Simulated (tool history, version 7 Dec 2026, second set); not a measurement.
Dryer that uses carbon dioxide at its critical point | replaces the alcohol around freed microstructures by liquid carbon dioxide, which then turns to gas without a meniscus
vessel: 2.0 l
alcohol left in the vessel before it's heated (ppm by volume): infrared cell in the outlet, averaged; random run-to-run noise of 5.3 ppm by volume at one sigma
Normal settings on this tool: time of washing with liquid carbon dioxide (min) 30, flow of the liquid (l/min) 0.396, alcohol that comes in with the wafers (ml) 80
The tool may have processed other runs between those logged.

run   hour  time of washing with liquid carbon dioxide (min)  flow of the liquid (l/min)  alcohol that comes in with the wafers (ml)  alcohol left in the vessel before it's heated (ppm by volume)
  1      0                                                30                       0.396                                          80                                                            140
  2   23.4                                                30                       0.396                                          80                                                            148
  3   48.7                                                30                       0.396                                          80                                                            142
  4   71.6                                                30                       0.396                                          80                                                            141
  5   95.2                                                30                       0.396                                          80                                                            156
  6  121.5                                                30                       0.396                                          80                                                            166
  7  154.3                                                30                       0.396                                          80                                                            164
  8  193.9                                                30                       0.396                                          80                                                            175
  9  239.8                                                30                       0.396                                          79                                                            178
 10  282.7                                                21                       0.396                                          79                                                            900
 11    318                                                30                       0.396                                          80                                                            185
 12    342                                                30                       0.396                                          80                                                            190
 13  376.8                                                47                        0.39                                          66                                                             32
     410.4  -- inlet filter changed
 14    421                                                47                       0.271                                         106                                                            121
 15  443.4                                                47                       0.271                                         106                                                            116
 16  476.4                                                47                       0.271                                         106                                                            142
 17  516.5                                                28                       0.251                                          21                                                            372
 18  565.4                                                19                       0.251                                          21                                                           1086
 19  613.7                                                19                       0.251                                          21                                                           1143
 20  649.5                                                19                       0.368                                          55                                                           1042
 21    698                                                30                       0.396                                          36                                                             98
 22  744.5                                                30                       0.493                                          25                                                             34
 23  764.6                                                30                       0.493                                          25                                                             39
 24  802.7                                                30                       0.493                                         117                                                             82

Here are 3 independent what-if runs from the current tool condition. What would each one return?
  A  836.4                                                18                       0.561                                          23                                                              ?
  B  836.4                                                30                       0.399                                          58                                                              ?
  C  836.4                                                30                       0.396                                          24                                                              ?

run  alcohol left in the vessel before it's heated (ppm by volume)
  A                                                            131
  B                                                            145
  C                                                             81
With the hidden condition removed and each run's random variation left untouched, the same runs would have given:
run  alcohol left in the vessel before it's heated (ppm by volume)
  A                                                             77
  B                                                             83
  C                                                             45
